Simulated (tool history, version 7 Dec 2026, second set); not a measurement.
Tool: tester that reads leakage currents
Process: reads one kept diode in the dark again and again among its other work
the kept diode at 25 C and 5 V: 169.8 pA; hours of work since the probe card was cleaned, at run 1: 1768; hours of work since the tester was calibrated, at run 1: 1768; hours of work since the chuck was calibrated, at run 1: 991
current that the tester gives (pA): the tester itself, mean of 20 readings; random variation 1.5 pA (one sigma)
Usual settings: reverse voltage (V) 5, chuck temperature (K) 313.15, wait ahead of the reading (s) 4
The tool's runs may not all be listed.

run    hour  reverse voltage (V)  chuck temperature (K)  wait ahead of the reading (s)  hours of work since the probe card was cleaned  hours of work since the tester was calibrated  hours of work since the chuck was calibrated  current that the tester gives (pA)
  1       0                    5                 313.15                              4                                            1768                                           1768                                           991                              437.94
  2   134.1                    5                 313.15                              4                                            1834                                           1834                                          1058                               434.4
  3     197                    5                 313.15                              4                                            1866                                           1866                                          1089                              430.94
  4   334.8                    5                 313.15                              4                                            1934                                           1934                                          1157                              425.62
      409.7  -- chuck's temperature calibrated
  5   453.4                    5                 313.15                              4                                            1992                                           1992                                            22                              405.76
  6   523.3                    5                 313.15                              4                                            2026                                           2026                                            56                               403.1
  7   654.1                 13.4                 313.15                              4                                            2091                                           2091                                           121                              602.97
      695.4  -- chuck's temperature calibrated, once more
  8     766                    5                 313.15                              4                                            2146                                           2146                                            35                              487.45
  9   899.7                    5                 313.15                           4.84                                            2212                                           2212                                           101                              483.04
 10   977.4                    5                 313.15                           4.84                                            2251                                           2251                                           140                              476.51
 11  1114.8                 3.73                 313.15                              4                                            2319                                           2319                                           208                              420.67
 12    1189                    5                 313.15                           1.73                                            2355                                           2355                                           245                              473.19
 13  1309.6                    5                 313.15                           1.73                                            2415                                           2415                                           304                              466.17
 14  1423.4                 2.93                 316.15                           0.87                                            2472                                           2472                                           361                              454.15
 15  1529.3                 1.49                 316.15                           0.87                                            2524                                           2524                                           413                              342.59
 16    1606                 1.49                 316.15                           0.87                                            2562                                           2562                                           451                              340.97
 17  1700.7                 9.51                 332.15                           8.49                                            2609                                           2609                                           498                             2040.63
 18  1787.3                 6.79                 311.15                            2.7                                            2652                                           2652                                           541                              445.62
 19  1862.1                    5                 319.15                              4                                            2689                                           2689                                           578                              670.34
 20  1937.9                15.41                 316.15                           0.47                                            2727                                           2727                                           616                              882.45
 21  2011.5                15.41                 316.15                           0.47                                            2763                                           2763                                           652                               872.8
 22  2084.5                15.41                 312.15                           0.47                                            2799                                           2799                                           689                              664.59
     2146.9  -- probe card cleaned and baked
     2184.8  -- tester calibrated
 23  2200.5                 5.19                 312.15                           1.26                                              26                                              8                                           744                              421.86
 24  2300.9                 4.28                 313.15                           0.33                                              75                                             58                                           793                              416.73

4 ways to go on from here, each from the tool as it stands after run 24. What would each give?
  A  2427.4                 1.04                 300.15                              4                                             138                                            120                                           856                                   ?
  B  2427.4                 1.85                 298.15                           1.16                                             138                                            120                                           856                                   ?
  C  2427.4                 1.81                 316.15                           0.72                                             138                                            120                                           856                                   ?
  D  2427.4                 1.84                 325.15                              4                                             138                                            120                                           856                                   ?

run  current that the tester gives (pA)
  A                               89.25
  B                               96.77
  C                              354.13
  D                              650.65
Without the tool's hidden state the same runs would have given:
run  current that the tester gives (pA)
  A                              103.48
  B                              112.37
  C                               404.7
  D                              738.28

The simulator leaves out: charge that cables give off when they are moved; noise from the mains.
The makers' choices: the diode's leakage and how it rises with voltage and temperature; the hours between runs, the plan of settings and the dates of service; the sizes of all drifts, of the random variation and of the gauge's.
